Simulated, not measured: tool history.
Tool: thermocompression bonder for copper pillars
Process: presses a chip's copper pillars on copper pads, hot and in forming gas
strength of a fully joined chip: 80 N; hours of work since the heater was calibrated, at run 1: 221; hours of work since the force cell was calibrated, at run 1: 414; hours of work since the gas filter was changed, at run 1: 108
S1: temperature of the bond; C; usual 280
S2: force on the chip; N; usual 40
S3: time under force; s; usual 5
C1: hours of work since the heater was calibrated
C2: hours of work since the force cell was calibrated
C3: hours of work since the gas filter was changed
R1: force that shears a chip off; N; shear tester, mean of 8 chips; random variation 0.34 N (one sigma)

run     day   S1  S2  S3   C1   C2   C3    R1
  1       0  280  40   5  221  414  108  30.3
  2   0.192  280  37   5  223  416  111  28.2
  3   0.571  280  37   5  228  421  116  27.6
  4   0.796  280  37   5  231  424  118  28.1
  5   1.083  280  37   5  234  427  122  28.2
  6   1.321  280  40   6  237  430  125  32.2
  7   1.529  280  40   5  240  433  127  29.8
  8   1.962  280  40   5  245  438  133  30.1
  9   2.321  280  40  13  250  443  137  42.1
 10   2.612  280  40  13  254  446  141    42
 11    3.05  280  40   5  259  452  146  29.6
 12   3.329  280  40   5  262  455  150  30.1
 13   3.654  284  40   5  267  459  154  31.2
 14   3.938  280  40   5  270  463  158  29.2
 15   4.267  280  40   6  274  467  162  31.8
 16    4.45  280  40   6  277  469  164    33
 17     4.7  280  40   3  280  472  167  24.3
 18   4.979  292  40   6  283  476  171  36.2
 19   5.333  289  40   3  288  480  175  27.6
 20   5.754  274  39   3  293  486  180  21.9
 21   6.133  282  53   5  298  490  185    37
 22   6.525  280  40   5  302  495  190  29.7
 23   6.783  280  40   5  306  498  193  29.7
 24   7.029  280  40   5  309  501  196  30.1
 25   7.417  267  31   5  314  506  201  20.3
 26   7.854  255  25   3  319  512  206  10.9
 27   8.296  289  55   3  325  517  212  34.5
 28   8.667  290  32  12  329  522  217  38.5
 29   8.858  290  32  12  332  524  219  38.4
 30   9.158  290  32  12  335  528  223  37.9
 31   9.483  290  43  12  339  532  227  46.4
 32     9.9  290  43  12  345  537  232  46.8
 33  10.192  280  38   6  348  541  236    30
 34  10.567  300  57   7  353  546  240  49.5

The same runs without the tool's hidden state, with the same run-to-run variation:
The hidden state here: true temperature of the bond over the reading, C; force that reaches the chip, % of what is set; oxide that the forming gas leaves, % of the face; drift of the gauge itself on shear_n, %.
run    R1
  1  31.6
  2  29.5
  3  28.8
  4  29.4
  5  29.5
  6  33.8
  7  31.2
  8  31.6
  9  44.1
 10    44
 11  31.2
 12  31.7
 13  32.9
 14  30.9
 15  33.5
 16  34.8
 17  25.7
 18  38.3
 19  29.2
 20  23.2
 21  39.2
 22  31.6
 23  31.6
 24  31.9
 25  21.7
 26  11.7
 27  36.8
 28  41.1
 29    41
 30  40.6
 31  49.6
 32  50.1
 33  32.3
 34  53.1
